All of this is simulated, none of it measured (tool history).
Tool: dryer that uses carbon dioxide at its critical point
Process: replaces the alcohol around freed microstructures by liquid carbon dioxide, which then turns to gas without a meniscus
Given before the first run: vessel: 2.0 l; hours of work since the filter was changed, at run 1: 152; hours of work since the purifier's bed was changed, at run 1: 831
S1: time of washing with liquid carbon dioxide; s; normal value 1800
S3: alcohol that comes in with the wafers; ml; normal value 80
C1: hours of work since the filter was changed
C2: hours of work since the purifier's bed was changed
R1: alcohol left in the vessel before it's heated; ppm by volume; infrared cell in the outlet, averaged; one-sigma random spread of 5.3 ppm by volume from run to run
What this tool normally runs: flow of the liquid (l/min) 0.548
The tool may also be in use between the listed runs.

{"run": 1, "hour": 0.0, "S1": 1800, "flow of the liquid (l/min)": 0.548, "S3": 80, "C1": 152, "C2": 831, "R1": 439}
{"run": 2, "hour": 38.1, "S1": 1800, "flow of the liquid (l/min)": 0.548, "S3": 80, "C1": 179, "C2": 858, "R1": 460}
{"run": 3, "hour": 60.5, "S1": 1800, "flow of the liquid (l/min)": 0.548, "S3": 80, "C1": 194, "C2": 873, "R1": 452}
{"hour": 110.3, "done": "purifier's bed changed"}
{"run": 4, "hour": 110.4, "S1": 1800, "flow of the liquid (l/min)": 0.548, "S3": 80, "C1": 227, "C2": 0, "R1": 168}
{"run": 5, "hour": 156.1, "S1": 1800, "flow of the liquid (l/min)": 0.548, "S3": 80, "C1": 259, "C2": 32, "R1": 195}
{"run": 6, "hour": 178.2, "S1": 1800, "flow of the liquid (l/min)": 0.548, "S3": 80, "C1": 274, "C2": 47, "R1": 207}
{"run": 7, "hour": 207.7, "S1": 2220, "flow of the liquid (l/min)": 0.548, "S3": 80, "C1": 294, "C2": 68, "R1": 81}
{"hour": 235.3, "done": "inlet filter changed"}
{"run": 8, "hour": 242.4, "S1": 1800, "flow of the liquid (l/min)": 0.548, "S3": 77, "C1": 5, "C2": 91, "R1": 165}
{"run": 9, "hour": 282.1, "S1": 1140, "flow of the liquid (l/min)": 0.711, "S3": 59, "C1": 32, "C2": 118, "R1": 317}
{"run": 10, "hour": 305.8, "S1": 1800, "flow of the liquid (l/min)": 0.846, "S3": 80, "C1": 49, "C2": 135, "R1": 52}
{"run": 11, "hour": 342.4, "S1": 2340, "flow of the liquid (l/min)": 0.539, "S3": 36, "C1": 74, "C2": 160, "R1": 80}

Run 12 is up next; what results do you expect?
{"run": 12, "hour": 363.8, "S1": 2340, "flow of the liquid (l/min)": 0.845, "S3": 80, "C1": 89, "C2": 175, "R1": "?"}

Run 12 measured R1 65 ppm by volume.
Were there no unlogged condition in the tool, this run, its random variation unchanged, would have produced R1 7 ppm by volume.
